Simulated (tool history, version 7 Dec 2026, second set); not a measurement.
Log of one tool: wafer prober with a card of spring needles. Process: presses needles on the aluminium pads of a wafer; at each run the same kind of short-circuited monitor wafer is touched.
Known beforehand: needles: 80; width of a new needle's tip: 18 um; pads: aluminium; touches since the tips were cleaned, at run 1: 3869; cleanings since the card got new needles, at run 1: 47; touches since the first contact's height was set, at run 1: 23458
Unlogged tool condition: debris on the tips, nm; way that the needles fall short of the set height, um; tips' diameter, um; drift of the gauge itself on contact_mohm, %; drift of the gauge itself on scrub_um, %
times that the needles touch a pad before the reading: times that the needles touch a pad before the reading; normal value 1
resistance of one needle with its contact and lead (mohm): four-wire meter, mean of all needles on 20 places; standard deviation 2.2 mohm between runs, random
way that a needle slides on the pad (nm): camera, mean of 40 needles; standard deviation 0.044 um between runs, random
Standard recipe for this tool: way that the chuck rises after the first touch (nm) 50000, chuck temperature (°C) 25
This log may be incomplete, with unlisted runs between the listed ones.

| run | hour | way that the chuck rises after the first touch (nm) | chuck temperature (°C) | times that the needles touch a pad before the reading | touches since the tips were cleaned | cleanings since the card got new needles | touches since the first contact's height was set | resistance of one needle with its contact and lead (mohm) | way that a needle slides on the pad (nm) |
|---|---|---|---|---|---|---|---|---|---|
| 1 | 0.0 | 50000 | 25 | 1 | 3869 | 47 | 23458 | 252 | 11810 |
|  | 5.1 | tips cleaned on abrasive film |
| 2 | 9.3 | 50000 | 25 | 1 | 3169 | 48 | 30395 | 255 | 11790 |
|  | 15.3 | tips cleaned on abrasive film |
| 3 | 16.1 | 50000 | 25 | 3 | 578 | 49 | 35427 | 254 | 11730 |
|  | 25.0 | tips cleaned on abrasive film |
| 4 | 28.5 | 52000 | 25 | 3 | 2659 | 50 | 44689 | 248 | 12170 |
|  | 35.5 | tips cleaned on abrasive film |
| 5 | 40.2 | 52000 | 25 | 3 | 3528 | 51 | 53401 | 245 | 12160 |
|  | 45.4 | tips cleaned on abrasive film |
| 6 | 50.1 | 52000 | 25 | 3 | 3537 | 52 | 60825 | 252 | 12140 |
|  | 55.5 | tips cleaned on abrasive film |
| 7 | 60.2 | 52000 | 25 | 3 | 3545 | 53 | 68375 | 250 | 12180 |
|  | 65.8 | tips cleaned on abrasive film |
| 8 | 68.0 | 52000 | 25 | 3 | 1703 | 54 | 74161 | 248 | 12200 |
|  | 75.7 | tips cleaned on abrasive film |
| 9 | 75.7 | 50000 | 56 | 1 | 0 | 55 | 79876 | 255 | 11680 |
| 10 | 82.6 | 50000 | 56 | 1 | 5173 | 55 | 85049 | 259 | 11670 |
|  | 85.7 | tips cleaned on abrasive film |
|  | 96.3 | tips cleaned on abrasive film |
| 11 | 97.9 | 40000 | 59 | 3 | 1230 | 57 | 96441 | 261 | 9340 |
|  | 106.7 | tips cleaned on abrasive film |
| 12 | 107.7 | 40000 | 41 | 3 | 763 | 58 | 103718 | 261 | 9330 |
| 13 | 114.8 | 49000 | 37 | 3 | 6154 | 58 | 109109 | 254 | 11410 |
|  | 116.3 | tips cleaned on abrasive film |
| 14 | 123.3 | 49000 | 37 | 3 | 5280 | 59 | 115431 | 251 | 11420 |
|  | 126.5 | tips cleaned on abrasive film |
| 15 | 133.0 | 45000 | 40 | 1 | 4898 | 60 | 122675 | 254 | 10540 |
|  | 136.4 | tips cleaned on abrasive film |
| 16 | 142.4 | 45000 | 40 | 1 | 4521 | 61 | 129651 | 261 | 10430 |
|  | 146.1 | tips cleaned on abrasive film |
| 17 | 152.1 | 45000 | 40 | 1 | 4520 | 62 | 136900 | 253 | 10480 |
|  | 156.3 | tips cleaned on abrasive film |
| 18 | 164.7 | 45000 | 40 | 1 | 6341 | 63 | 146300 | 257 | 10430 |

Consider 4 possible next runs. They are alternatives, not a sequence: every one starts from the tool as it was left by run 18. What does each give?
|  | 166.9 | tips cleaned on abrasive film |
|  | 176.6 | tips cleaned on abrasive film |
| A | 178.5 | 45000 | 26 | 1 | 1395 | 65 | 156505 | ? | ? |
|  | 166.9 | tips cleaned on abrasive film |
|  | 176.6 | tips cleaned on abrasive film |
| B | 178.5 | 35000 | 50 | 1 | 1395 | 65 | 156505 | ? | ? |
|  | 166.9 | tips cleaned on abrasive film |
|  | 176.6 | tips cleaned on abrasive film |
| C | 178.5 | 44000 | 61 | 1 | 1395 | 65 | 156505 | ? | ? |
|  | 166.9 | tips cleaned on abrasive film |
|  | 176.6 | tips cleaned on abrasive film |
| D | 178.5 | 32000 | 81 | 1 | 1395 | 65 | 156505 | ? | ? |

| run | resistance of one needle with its contact and lead (mohm) | way that a needle slides on the pad (nm) |
|---|---|---|
| A | 252 | 10490 |
| B | 265 | 8140 |
| C | 262 | 10240 |
| D | 278 | 7420 |
With the hidden condition removed and each run's random variation left untouched, the same runs would have given:
| run | resistance of one needle with its contact and lead (mohm) | way that a needle slides on the pad (nm) |
|---|---|---|
| A | 252 | 10630 |
| B | 264 | 8250 |
| C | 262 | 10370 |
| D | 277 | 7520 |
